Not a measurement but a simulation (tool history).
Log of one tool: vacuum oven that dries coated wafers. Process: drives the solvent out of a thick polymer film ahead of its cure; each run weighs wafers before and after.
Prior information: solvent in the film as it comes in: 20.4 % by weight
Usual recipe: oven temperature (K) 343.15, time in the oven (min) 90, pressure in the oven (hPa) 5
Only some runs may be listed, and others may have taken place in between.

run	hour	oven temperature (K)	time in the oven (min)	pressure in the oven (hPa)	solvent left in the film (%)
1	0	343.15	90	5	1.96
2	23.7	343.15	90	5	1.94
3	39.4	343.15	90	5	1.98
4	61.2	343.15	90	5	1.95
5	72.2	343.15	90	5	2
6	96.5	343.15	90	5	1.98
7	121	343.15	90	5	1.97
8	135.7	339.15	90	5	3.18
9	147.5	343.15	52	9.18	4.8
10	171.1	343.15	52	9.18	4.8
11	192.2	330.15	126	19.7	5.67
12	209	345.15	65	4.17	2.82
13	224.5	334.15	70	16.08	6.98
14	239.3	350.15	90	5	0.73

What will run 15 give?
15	263.8	329.15	124	5	?

solvent left in the film (%): 5.26
With the hidden condition absent and the run-to-run variation left alone, this run would have shown solvent left in the film (%) 5.44.
